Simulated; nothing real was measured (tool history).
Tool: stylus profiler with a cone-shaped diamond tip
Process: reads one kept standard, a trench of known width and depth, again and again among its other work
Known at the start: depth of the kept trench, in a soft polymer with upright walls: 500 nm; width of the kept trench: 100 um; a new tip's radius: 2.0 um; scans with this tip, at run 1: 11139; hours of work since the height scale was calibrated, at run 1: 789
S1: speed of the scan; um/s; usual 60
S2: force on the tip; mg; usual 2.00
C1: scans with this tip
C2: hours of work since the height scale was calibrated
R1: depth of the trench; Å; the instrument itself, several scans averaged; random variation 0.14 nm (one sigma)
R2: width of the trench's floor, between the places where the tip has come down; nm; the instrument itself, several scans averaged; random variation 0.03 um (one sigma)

Run 1, day 0.000: usual settings; C1 11139; C2 789. Result: R1 5057.1 Å, R2 96350 nm.
Run 2, day 1.217: usual settings; C1 11423; C2 809. Result: R1 5057.3 Å, R2 96310 nm.
Run 3, day 2.350: usual settings but S2 3.10 mg; C1 11686; C2 828. Result: R1 5073.5 Å, R2 96410 nm.
Run 4, day 3.229: usual settings; C1 11891; C2 843. Result: R1 5059.0 Å, R2 96300 nm.
Run 5, day 4.208: usual settings but S1 120 um/s; C1 12118; C2 859. Result: R1 5057.2 Å, R2 95860 nm.
Run 6, day 5.100: usual settings but S1 51 um/s; C1 12326; C2 874. Result: R1 5058.8 Å, R2 96360 nm.
Run 7, day 6.212: usual settings but S1 51 um/s; C1 12584; C2 892. Result: R1 5058.7 Å, R2 96380 nm.
Run 8, day 7.104: usual settings but S1 51 um/s; C1 12792; C2 907. Result: R1 5057.6 Å, R2 96330 nm.
Run 9, day 8.446: usual settings but S2 1.76 mg; C1 13104; C2 929. Result: R1 5055.9 Å, R2 96230 nm.
Run 10, day 9.762: usual settings but S2 1.79 mg; C1 13412; C2 950. Result: R1 5058.0 Å, R2 96240 nm.
Run 11, day 11.400: usual settings but S2 1.79 mg; C1 13793; C2 977. Result: R1 5058.5 Å, R2 96210 nm.
Run 12, day 12.350: usual settings but S2 1.79 mg; C1 14013; C2 993. Result: R1 5056.4 Å, R2 96120 nm.
Run 13, day 14.083: usual settings but S2 5.73 mg; C1 14417; C2 1022. Result: R1 5106.7 Å, R2 96330 nm.
Run 14, day 15.350: usual settings but S2 3.00 mg; C1 14712; C2 1043. Result: R1 5074.4 Å, R2 96240 nm.
Run 15, day 17.267: usual settings but S1 35 um/s, S2 1.37 mg; C1 15158; C2 1074. Result: R1 5053.5 Å, R2 96270 nm.
Run 16, day 18.908: usual settings but S1 35 um/s, S2 1.37 mg; C1 15540; C2 1101. Result: R1 5052.5 Å, R2 96290 nm.
Run 17, day 20.808: usual settings but S1 25 um/s, S2 5.51 mg; C1 15982; C2 1133. Result: R1 5106.6 Å, R2 96400 nm.
Run 18, day 22.000: usual settings but S1 25 um/s, S2 5.51 mg; C1 16260; C2 1152. Result: R1 5107.7 Å, R2 96460 nm.
Run 19, day 23.912: usual settings but S1 25 um/s, S2 5.51 mg; C1 16704; C2 1184. Result: R1 5108.6 Å, R2 96400 nm.
Run 20, day 25.396: usual settings but S1 66 um/s, S2 0.79 mg; C1 17050; C2 1208. Result: R1 5041.4 Å, R2 95770 nm.
Run 21, day 27.308: usual settings but S2 1.48 mg; C1 17495; C2 1240. Result: R1 5055.8 Å, R2 95980 nm.
Run 22, day 28.762: usual settings but S1 228 um/s, S2 5.89 mg; C1 17834; C2 1264. Result: R1 5111.5 Å, R2 95550 nm.
Run 23, day 29.946: usual settings but S1 18 um/s, S2 1.84 mg; C1 18109; C2 1283. Result: R1 5066.3 Å, R2 96360 nm.
Run 24, day 31.796: usual settings but S2 0.87 mg; C1 18540; C2 1314. Result: R1 5045.4 Å, R2 95820 nm.
Run 25, day 33.625: usual settings but S1 208 um/s, S2 3.77 mg; C1 18965; C2 1344. Result: R1 5091.8 Å, R2 95330 nm.
Run 26, day 35.204: usual settings but S1 17 um/s, S2 3.74 mg; C1 19333; C2 1370. Result: R1 5089.8 Å, R2 96340 nm.
Run 27, day 37.092: usual settings but S1 28 um/s, S2 3.22 mg; C1 19772; C2 1401. Result: R1 5085.1 Å, R2 96270 nm.

The same runs without the tool's hidden state, with the same run-to-run variation:
The hidden state here: radius of the tip, um; height scale over the true one, %; drift of the gauge itself on depth_nm, %; drift of the gauge itself on floor_um, %.
run      R1     R2
  1  5045.6  96930
  2  5045.4  96900
  3  5061.3  97010
  4  5046.6  96910
  5  5044.5  96480
  6  5045.8  96990
  7  5045.4  97020
  8  5043.9  96980
  9  5041.9  96890
 10  5043.6  96910
 11  5043.7  96910
 12  5041.4  96820
 13  5091.0  97040
 14  5058.4  96970
 15  5037.1  97020
 16  5035.6  97060
 17  5089.0  97190
 18  5089.8  97260
 19  5090.0  97210
 20  5022.6  96600
 21  5036.4  96830
 22  5091.5  96410
 23  5046.1  97230
 24  5024.8  96710
 25  5070.5  96230
 26  5068.0  97260
 27  5062.8  97210
